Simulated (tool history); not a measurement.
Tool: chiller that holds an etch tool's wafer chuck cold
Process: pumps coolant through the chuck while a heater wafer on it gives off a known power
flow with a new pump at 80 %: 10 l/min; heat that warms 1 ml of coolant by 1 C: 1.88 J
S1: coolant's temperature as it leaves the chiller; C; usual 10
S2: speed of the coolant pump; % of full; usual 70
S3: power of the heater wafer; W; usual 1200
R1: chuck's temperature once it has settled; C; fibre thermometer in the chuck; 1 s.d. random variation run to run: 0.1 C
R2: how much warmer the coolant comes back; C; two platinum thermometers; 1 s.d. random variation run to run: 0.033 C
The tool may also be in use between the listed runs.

{"run": 1, "hour": 0.0, "S1": 10, "S2": 70, "S3": 1200, "R1": 29.6, "R2": 4.54}
{"run": 2, "hour": 40.4, "S1": 10, "S2": 70, "S3": 1200, "R1": 29.7, "R2": 4.47}
{"run": 3, "hour": 66.5, "S1": 16, "S2": 70, "S3": 1200, "R1": 35.7, "R2": 4.61}
{"run": 4, "hour": 113.1, "S1": 10, "S2": 70, "S3": 1200, "R1": 29.7, "R2": 4.6}
{"run": 5, "hour": 154.5, "S1": 10, "S2": 70, "S3": 1200, "R1": 29.8, "R2": 4.55}
{"run": 6, "hour": 197.6, "S1": 10, "S2": 70, "S3": 1200, "R1": 30.0, "R2": 4.51}
{"run": 7, "hour": 227.9, "S1": 10, "S2": 70, "S3": 1200, "R1": 30.0, "R2": 4.57}
{"run": 8, "hour": 270.0, "S1": 10, "S2": 70, "S3": 930, "R1": 25.4, "R2": 3.53}
{"run": 9, "hour": 293.4, "S1": 10, "S2": 70, "S3": 1200, "R1": 30.1, "R2": 4.57}
{"run": 10, "hour": 331.1, "S1": 10, "S2": 70, "S3": 1200, "R1": 30.0, "R2": 4.54}
{"run": 11, "hour": 362.9, "S1": 10, "S2": 70, "S3": 1200, "R1": 30.0, "R2": 4.59}
{"run": 12, "hour": 390.5, "S1": 10, "S2": 70, "S3": 1200, "R1": 30.1, "R2": 4.63}
{"run": 13, "hour": 423.4, "S1": 11, "S2": 70, "S3": 1200, "R1": 31.1, "R2": 4.58}
{"run": 14, "hour": 462.1, "S1": 18, "S2": 70, "S3": 1200, "R1": 38.4, "R2": 4.58}
{"run": 15, "hour": 507.0, "S1": 18, "S2": 70, "S3": 1200, "R1": 38.3, "R2": 4.61}
{"run": 16, "hour": 551.4, "S1": 16, "S2": 70, "S3": 1200, "R1": 36.2, "R2": 4.58}
{"run": 17, "hour": 587.7, "S1": 18, "S2": 83, "S3": 703, "R1": 28.8, "R2": 2.23}
{"run": 18, "hour": 628.7, "S1": 18, "S2": 83, "S3": 703, "R1": 28.5, "R2": 2.24}
{"run": 19, "hour": 661.0, "S1": 18, "S2": 83, "S3": 703, "R1": 28.4, "R2": 2.27}
{"run": 20, "hour": 706.5, "S1": 18, "S2": 71, "S3": 703, "R1": 30.1, "R2": 2.69}
{"run": 21, "hour": 729.3, "S1": 18, "S2": 71, "S3": 703, "R1": 30.2, "R2": 2.61}
{"run": 22, "hour": 750.8, "S1": 18, "S2": 71, "S3": 703, "R1": 30.1, "R2": 2.7}
{"run": 23, "hour": 777.9, "S1": 10, "S2": 96, "S3": 795, "R1": 20.8, "R2": 2.2}
{"run": 24, "hour": 814.9, "S1": 10, "S2": 96, "S3": 795, "R1": 20.9, "R2": 2.17}
{"run": 25, "hour": 842.7, "S1": 10, "S2": 96, "S3": 795, "R1": 21.0, "R2": 2.26}
{"run": 26, "hour": 867.4, "S1": 9, "S2": 96, "S3": 795, "R1": 19.9, "R2": 2.22}
{"run": 27, "hour": 894.7, "S1": 16, "S2": 98, "S3": 795, "R1": 26.9, "R2": 2.12}
{"run": 28, "hour": 942.9, "S1": 16, "S2": 98, "S3": 795, "R1": 26.9, "R2": 2.09}
{"run": 29, "hour": 989.5, "S1": 18, "S2": 80, "S3": 1200, "R1": 36.8, "R2": 3.98}
{"run": 30, "hour": 1024.0, "S1": 18, "S2": 80, "S3": 1200, "R1": 36.9, "R2": 4.0}
{"run": 31, "hour": 1062.2, "S1": 17, "S2": 61, "S3": 622, "R1": 29.1, "R2": 2.82}
{"run": 32, "hour": 1084.7, "S1": 11, "S2": 80, "S3": 622, "R1": 21.1, "R2": 2.09}

Here are 4 independent what-if runs from the current tool condition. What would each one return?
{"run": "A", "hour": 1121.4, "S1": 17, "S2": 70, "S3": 1237, "R1": "?", "R2": "?"}
{"run": "B", "hour": 1121.4, "S1": 13, "S2": 99, "S3": 1398, "R1": "?", "R2": "?"}
{"run": "C", "hour": 1121.4, "S1": 15, "S2": 72, "S3": 1149, "R1": "?", "R2": "?"}
{"run": "D", "hour": 1121.4, "S1": 17, "S2": 76, "S3": 728, "R1": "?", "R2": "?"}

run=A R1=38.6 R2=4.88
run=B R1=31.9 R2=3.78
run=C R1=34.7 R2=4.30
run=D R1=29.2 R2=2.57
Without the tool's hidden state the same runs would have given:
run=A R1=34.2 R2=4.64
run=B R1=28.1 R2=3.59
run=C R1=30.7 R2=4.08
run=D R1=26.6 R2=2.44
